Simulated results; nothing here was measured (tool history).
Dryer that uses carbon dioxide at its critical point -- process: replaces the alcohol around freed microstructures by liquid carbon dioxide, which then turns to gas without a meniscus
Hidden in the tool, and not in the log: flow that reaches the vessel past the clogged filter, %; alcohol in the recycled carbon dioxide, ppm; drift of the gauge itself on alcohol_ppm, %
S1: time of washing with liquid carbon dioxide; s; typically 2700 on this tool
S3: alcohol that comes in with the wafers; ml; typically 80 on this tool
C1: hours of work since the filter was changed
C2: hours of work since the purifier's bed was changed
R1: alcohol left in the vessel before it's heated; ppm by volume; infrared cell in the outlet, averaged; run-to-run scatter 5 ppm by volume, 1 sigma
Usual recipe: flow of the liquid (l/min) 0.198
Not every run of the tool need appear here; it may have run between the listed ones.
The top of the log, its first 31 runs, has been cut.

run 32 hour=296.3 | S1=2880 flow_of_the_liquid_(l/min)=0.283 S3=77 | C1=107 C2=595 | R1=211
run 33 hour=307.3 | S1=2520 flow_of_the_liquid_(l/min)=0.206 S3=80 | C1=116 C2=604 | R1=278
run 34 hour=313.5 | S1=1740 flow_of_the_liquid_(l/min)=0.246 S3=35 | C1=121 C2=609 | R1=301
run 35 hour=319.4 | S1=2700 flow_of_the_liquid_(l/min)=0.198 S3=85 | C1=125 C2=613 | R1=274
run 36 hour=328.6 | S1=1740 flow_of_the_liquid_(l/min)=0.282 S3=85 | C1=132 C2=620 | R1=315
run 37 hour=338.0 | S1=3840 flow_of_the_liquid_(l/min)=0.243 S3=44 | C1=140 C2=627 | R1=216
run 38 hour=347.2 | S1=4080 flow_of_the_liquid_(l/min)=0.198 S3=80 | C1=147 C2=634 | R1=224
run 39 hour=356.4 | S1=2700 flow_of_the_liquid_(l/min)=0.198 S3=20 | C1=154 C2=642 | R1=230
run 40 hour=364.6 | S1=2700 flow_of_the_liquid_(l/min)=0.198 S3=20 | C1=160 C2=648 | R1=234

Branching from run 40: 4 alternative next runs. What would each branch give?
run A hour=374.9 | S1=2700 flow_of_the_liquid_(l/min)=0.184 S3=20 | C1=168 C2=656 | R1=?
run B hour=374.9 | S1=2700 flow_of_the_liquid_(l/min)=0.321 S3=20 | C1=168 C2=656 | R1=?
run C hour=374.9 | S1=4260 flow_of_the_liquid_(l/min)=0.136 S3=20 | C1=168 C2=656 | R1=?
run D hour=374.9 | S1=2700 flow_of_the_liquid_(l/min)=0.198 S3=62 | C1=168 C2=656 | R1=?

run=A R1=256
run=B R1=227
run=C R1=235
run=D R1=258
Without the tool's unlogged condition, the same runs would have read:
run=A R1=22
run=B R1=9
run=C R1=11
run=D R1=24

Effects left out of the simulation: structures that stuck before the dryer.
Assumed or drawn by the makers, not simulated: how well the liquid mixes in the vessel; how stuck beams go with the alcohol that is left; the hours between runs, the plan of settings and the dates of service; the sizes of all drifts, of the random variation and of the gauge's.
